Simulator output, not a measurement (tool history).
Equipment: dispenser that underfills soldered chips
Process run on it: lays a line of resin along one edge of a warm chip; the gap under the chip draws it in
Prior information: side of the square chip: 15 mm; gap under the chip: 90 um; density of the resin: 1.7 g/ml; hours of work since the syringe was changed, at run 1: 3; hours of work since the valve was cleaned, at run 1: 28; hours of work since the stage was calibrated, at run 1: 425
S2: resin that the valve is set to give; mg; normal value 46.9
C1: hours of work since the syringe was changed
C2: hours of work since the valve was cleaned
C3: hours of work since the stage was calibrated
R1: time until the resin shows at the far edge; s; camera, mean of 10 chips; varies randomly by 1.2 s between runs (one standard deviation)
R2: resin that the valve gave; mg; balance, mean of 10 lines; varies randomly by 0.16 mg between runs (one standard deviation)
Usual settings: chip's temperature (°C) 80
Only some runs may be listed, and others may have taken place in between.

Run 1, day 0.000: usual settings; C1 3; C2 28; C3 425. Result: R1 127.0 s, R2 45.72 mg.
At day 0.275: new syringe of resin.
Run 2, day 0.538: usual settings; C1 5; C2 37; C3 435. Result: R1 154.9 s, R2 45.69 mg.
At day 0.712: new syringe of resin.
At day 1.129: dispensing valve cleaned and set on the balance.
Run 3, day 1.129: usual settings; C1 7; C2 0; C3 445. Result: R1 180.4 s, R2 46.93 mg.
At day 1.175: new syringe of resin.
At day 1.604: new syringe of resin.
Run 4, day 1.717: usual settings; C1 2; C2 10; C3 455. Result: R1 119.1 s, R2 46.73 mg.
At day 2.033: new syringe of resin.
Run 5, day 2.225: usual settings; C1 3; C2 19; C3 464. Result: R1 136.4 s, R2 46.45 mg.
At day 2.462: new syringe of resin.
Run 6, day 2.783: usual settings but S2 51.5 mg; C1 6; C2 29; C3 474. Result: R1 163.9 s, R2 50.27 mg.
At day 2.896: new syringe of resin.
At day 3.308: new syringe of resin.
Run 7, day 3.308: usual settings but S2 51.5 mg; C1 0; C2 38; C3 483. Result: R1 99.6 s, R2 50.09 mg.
At day 3.479: stage's temperature calibrated.
At day 3.775: new syringe of resin.
Run 8, day 3.800: usual settings but S2 51.5 mg; C1 0; C2 46; C3 6. Result: R1 116.6 s, R2 49.82 mg.
At day 3.879: dispensing valve cleaned and set on the balance.
Run 9, day 4.167: usual settings; C1 6; C2 5; C3 11. Result: R1 195.7 s, R2 46.68 mg.
At day 4.233: new syringe of resin.
At day 4.646: new syringe of resin.
Run 10, day 4.675: usual settings but S2 58.1 mg; C1 1; C2 14; C3 20. Result: R1 113.8 s, R2 57.34 mg.
At day 5.067: new syringe of resin.
Run 11, day 5.217: usual settings but S2 40.0 mg; C1 3; C2 23; C3 30. Result: R1 146.6 s, R2 39.06 mg.
At day 5.525: new syringe of resin.
Run 12, day 5.546: usual settings but S2 40.0 mg; C1 0; C2 29; C3 35. Result: R1 121.6 s, R2 39.10 mg.
Run 13, day 5.879: usual settings but S2 40.0 mg; C1 6; C2 35; C3 41. Result: R1 208.1 s, R2 38.80 mg.
At day 5.979: new syringe of resin.
Run 14, day 6.142: usual settings but chip's temperature (°C) 82, S2 40.0 mg; C1 3; C2 40; C3 46. Result: R1 145.2 s, R2 38.56 mg.
At day 6.400: new syringe of resin.
At day 6.554: dispensing valve cleaned and set on the balance.
Run 15, day 6.775: usual settings but chip's temperature (°C) 84, S2 41.5 mg; C1 6; C2 4; C3 56. Result: R1 173.2 s, R2 41.23 mg.
At day 6.871: new syringe of resin.
Run 16, day 7.083: usual settings but chip's temperature (°C) 94, S2 43.1 mg; C1 4; C2 9; C3 62. Result: R1 103.5 s, R2 42.84 mg.
At day 7.304: new syringe of resin.
Run 17, day 7.396: usual settings but chip's temperature (°C) 94, S2 43.1 mg; C1 2; C2 15; C3 67. Result: R1 83.1 s, R2 42.25 mg.
At day 7.746: new syringe of resin.
Run 18, day 7.796: usual settings but chip's temperature (°C) 69, S2 48.0 mg; C1 1; C2 22; C3 74. Result: R1 178.7 s, R2 47.07 mg.
At day 8.192: new syringe of resin.
Run 19, day 8.192: usual settings but chip's temperature (°C) 78, S2 59.7 mg; C1 0; C2 29; C3 81. Result: R1 117.7 s, R2 58.09 mg.
Run 20, day 8.454: usual settings but chip's temperature (°C) 69, S2 48.3 mg; C1 5; C2 33; C3 86. Result: R1 239.9 s, R2 46.83 mg.
At day 8.629: new syringe of resin.
Run 21, day 8.992: usual settings but chip's temperature (°C) 89, S2 40.1 mg; C1 7; C2 43; C3 95. Result: R1 157.1 s, R2 38.49 mg.
At day 9.083: new syringe of resin.
At day 9.242: dispensing valve cleaned and set on the balance.
Run 22, day 9.500: usual settings but chip's temperature (°C) 95, S2 54.4 mg; C1 7; C2 5; C3 104. Result: R1 119.8 s, R2 53.97 mg.
At day 9.550: new syringe of resin.
Run 23, day 9.933: usual settings but chip's temperature (°C) 95, S2 54.4 mg; C1 7; C2 12; C3 111. Result: R1 122.8 s, R2 54.09 mg.

Predict each of these 3 candidate next runs independently; none follows another, all start after run 23:
At day 9.979: new syringe of resin.
Run A, day 10.204: usual settings but chip's temperature (°C) 91, S2 56.1 mg; C1 4; C2 17; C3 116. Result: R1 ?, R2 ?.
At day 9.979: new syringe of resin.
Run B, day 10.204: usual settings but chip's temperature (°C) 83, S2 48.8 mg; C1 4; C2 17; C3 116. Result: R1 ?, R2 ?.
At day 9.979: new syringe of resin.
Run C, day 10.204: usual settings but chip's temperature (°C) 95, S2 40.5 mg; C1 4; C2 17; C3 116. Result: R1 ?, R2 ?.

run     R1     R2
  A  103.6  55.14
  B  141.3  48.19
  C  102.5  39.82
Without the tool's unlogged condition, the same runs would have read:
run     R1     R2
  A   75.0  55.91
  B  102.4  48.86
  C   74.1  40.37

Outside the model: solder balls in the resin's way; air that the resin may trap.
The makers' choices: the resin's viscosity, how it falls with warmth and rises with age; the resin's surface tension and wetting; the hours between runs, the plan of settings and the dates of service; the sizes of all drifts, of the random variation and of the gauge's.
